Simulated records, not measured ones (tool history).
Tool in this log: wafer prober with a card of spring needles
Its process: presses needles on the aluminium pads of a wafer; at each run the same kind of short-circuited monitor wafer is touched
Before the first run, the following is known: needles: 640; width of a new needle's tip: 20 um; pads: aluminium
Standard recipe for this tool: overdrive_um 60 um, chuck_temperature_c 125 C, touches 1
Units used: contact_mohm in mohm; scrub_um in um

Run 1, day 0.000: usual settings. Result: contact_mohm 358 mohm, scrub_um 14.73 um.
At day 0.225: tips cleaned on abrasive film.
Run 2, day 0.817: usual settings. Result: contact_mohm 374 mohm, scrub_um 14.69 um.
At day 0.908: tips cleaned on abrasive film.
Run 3, day 1.292: usual settings. Result: contact_mohm 355 mohm, scrub_um 14.62 um.
At day 1.562: tips cleaned on abrasive film.
Run 4, day 1.721: usual settings. Result: contact_mohm 314 mohm, scrub_um 14.70 um.
At day 2.267: tips cleaned on abrasive film.
Run 5, day 2.333: usual settings. Result: contact_mohm 288 mohm, scrub_um 14.61 um.
At day 2.400: height of the first contact set anew.
At day 2.925: tips cleaned on abrasive film.
Run 6, day 3.254: usual settings. Result: contact_mohm 347 mohm, scrub_um 15.00 um.
At day 3.633: tips cleaned on abrasive film.
Run 7, day 4.125: usual settings but overdrive_um 79 um, chuck_temperature_c 50 C, touches 2. Result: contact_mohm 277 mohm, scrub_um 19.72 um.
At day 4.321: tips cleaned on abrasive film.
Run 8, day 4.929: usual settings but overdrive_um 79 um, chuck_temperature_c 50 C, touches 2. Result: contact_mohm 282 mohm, scrub_um 19.71 um.
At day 4.983: tips cleaned on abrasive film.
Run 9, day 5.446: usual settings but overdrive_um 79 um, chuck_temperature_c 50 C, touches 2. Result: contact_mohm 277 mohm, scrub_um 19.58 um.
At day 5.696: tips cleaned on abrasive film.
Run 10, day 6.054: usual settings but overdrive_um 52 um, chuck_temperature_c 55 C, touches 2. Result: contact_mohm 322 mohm, scrub_um 12.92 um.
At day 6.362: tips cleaned on abrasive film.
Run 11, day 6.821: usual settings but overdrive_um 76 um, touches 2. Result: contact_mohm 296 mohm, scrub_um 18.89 um.

Each row is a separate what-if for the run after 11, all from the same tool condition, not one after another. Results?
At day 7.042: tips cleaned on abrasive film.
Run A, day 7.229: usual settings but overdrive_um 66 um, chuck_temperature_c 54 C. Result: contact_mohm ?, scrub_um ?.
At day 7.042: tips cleaned on abrasive film.
Run B, day 7.229: usual settings but overdrive_um 48 um, chuck_temperature_c 36 C. Result: contact_mohm ?, scrub_um ?.
At day 7.042: tips cleaned on abrasive film.
Run C, day 7.229: usual settings but overdrive_um 65 um, chuck_temperature_c 99 C. Result: contact_mohm ?, scrub_um ?.
At day 7.042: tips cleaned on abrasive film.
Run D, day 7.229: usual settings but chuck_temperature_c 32 C. Result: contact_mohm ?, scrub_um ?.
At day 7.042: tips cleaned on abrasive film.
Run E, day 7.229: usual settings but chuck_temperature_c 31 C. Result: contact_mohm ?, scrub_um ?.

run  contact_mohm  scrub_um
  A           304     16.49
  B           346     11.96
  C           306     16.14
  D           310     15.02
  E           304     14.95
Without the tool's hidden state the same runs would have given:
run  contact_mohm  scrub_um
  A           245     16.60
  B           239     12.07
  C           251     16.25
  D           238     15.13
  E           233     15.06

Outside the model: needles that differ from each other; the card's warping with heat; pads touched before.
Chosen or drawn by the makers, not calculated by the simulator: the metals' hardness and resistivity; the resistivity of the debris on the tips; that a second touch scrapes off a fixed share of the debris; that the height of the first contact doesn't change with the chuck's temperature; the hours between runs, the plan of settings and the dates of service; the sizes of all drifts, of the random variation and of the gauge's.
